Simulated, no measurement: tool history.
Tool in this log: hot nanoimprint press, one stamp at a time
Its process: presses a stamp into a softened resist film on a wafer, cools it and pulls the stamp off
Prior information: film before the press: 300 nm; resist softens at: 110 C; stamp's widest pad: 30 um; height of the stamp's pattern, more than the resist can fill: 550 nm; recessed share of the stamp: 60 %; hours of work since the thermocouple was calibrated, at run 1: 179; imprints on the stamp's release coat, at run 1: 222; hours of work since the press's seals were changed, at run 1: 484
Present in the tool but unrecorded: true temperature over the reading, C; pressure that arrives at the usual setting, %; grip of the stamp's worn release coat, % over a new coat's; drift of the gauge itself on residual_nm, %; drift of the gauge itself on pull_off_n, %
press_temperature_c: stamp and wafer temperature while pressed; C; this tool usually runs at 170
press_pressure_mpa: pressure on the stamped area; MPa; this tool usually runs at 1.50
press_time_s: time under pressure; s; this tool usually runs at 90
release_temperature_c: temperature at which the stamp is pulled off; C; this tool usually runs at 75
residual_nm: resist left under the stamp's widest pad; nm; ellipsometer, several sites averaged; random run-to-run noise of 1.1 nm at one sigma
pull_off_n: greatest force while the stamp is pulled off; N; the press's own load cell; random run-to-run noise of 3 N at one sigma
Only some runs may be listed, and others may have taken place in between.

run	hour	press_temperature_c	press_pressure_mpa	press_time_s	release_temperature_c	hours of work since the thermocouple was calibrated	imprints on the stamp's release coat	hours of work since the press's seals were changed	residual_nm	pull_off_n
1	0.0	170	1.50	90	75	179	222	484	166.4	142
2	16.1	170	1.50	90	75	186	269	491	164.9	144
3	36.4	170	1.50	146	75	195	328	500	139.0	156
4	54.7	170	1.50	90	75	203	381	508	165.4	151
5	68.9	170	1.50	137	75	209	423	514	142.5	155
6	80.5	170	1.50	137	75	214	456	519	143.5	155
7	107.5	170	1.50	137	75	226	535	531	142.2	155
# hour 126.5: press's hydraulic seals changed and the load cell set to zero
# hour 148.1: stamp cleaned and given a new release coat
8	148.1	170	1.50	137	75	237	0	7	142.4	145
9	171.5	170	1.50	137	75	247	68	17	140.4	147
10	194.0	170	1.50	90	75	257	133	27	165.7	143
# hour 198.6: plate thermocouple calibrated
11	214.1	170	1.50	90	75	7	183	34	169.2	146
12	238.9	170	1.50	45	75	18	256	45	206.7	155
# hour 268.7: plate thermocouple calibrated, once more
13	268.7	170	1.50	45	75	0	334	57	200.3	148
14	286.4	170	1.50	45	75	8	385	64	198.9	151
15	303.3	170	1.50	152	75	15	435	72	128.5	158
16	329.6	170	1.50	152	75	26	511	83	132.0	157
17	347.4	170	1.50	111	80	34	563	91	146.7	147
18	362.1	177	1.62	111	82	41	606	97	103.8	145
# hour 371.3: stamp cleaned and given a new release coat
19	381.0	160	1.30	90	75	46	28	103	233.4	138
20	398.4	158	2.29	155	66	54	78	110	189.0	158
21	419.4	170	1.50	80	62	63	140	120	166.3	174
22	440.3	161	1.02	45	67	72	201	129	265.0	164
23	464.6	161	1.02	45	67	83	272	139	266.7	164
24	491.9	177	1.50	90	75	94	351	151	118.5	145
25	513.8	171	1.50	90	63	104	415	161	155.9	175
26	535.9	170	1.50	129	78	114	480	170	140.5	154
27	559.1	170	1.50	129	78	124	547	180	143.1	152

Below are 3 alternative next runs, each starting from the tool's condition after run 27. Predict each:
A	574.8	170	1.04	90	75	130	593	187	?	?
B	574.8	164	1.37	129	80	130	593	187	?	?
C	574.8	174	1.50	90	74	130	593	187	?	?

run	residual_nm	pull_off_n
A	183.5	158
B	188.8	146
C	136.7	161
Without the tool's hidden state the same runs would have given:
run	residual_nm	pull_off_n
A	179.8	140
B	184.7	129
C	133.3	143

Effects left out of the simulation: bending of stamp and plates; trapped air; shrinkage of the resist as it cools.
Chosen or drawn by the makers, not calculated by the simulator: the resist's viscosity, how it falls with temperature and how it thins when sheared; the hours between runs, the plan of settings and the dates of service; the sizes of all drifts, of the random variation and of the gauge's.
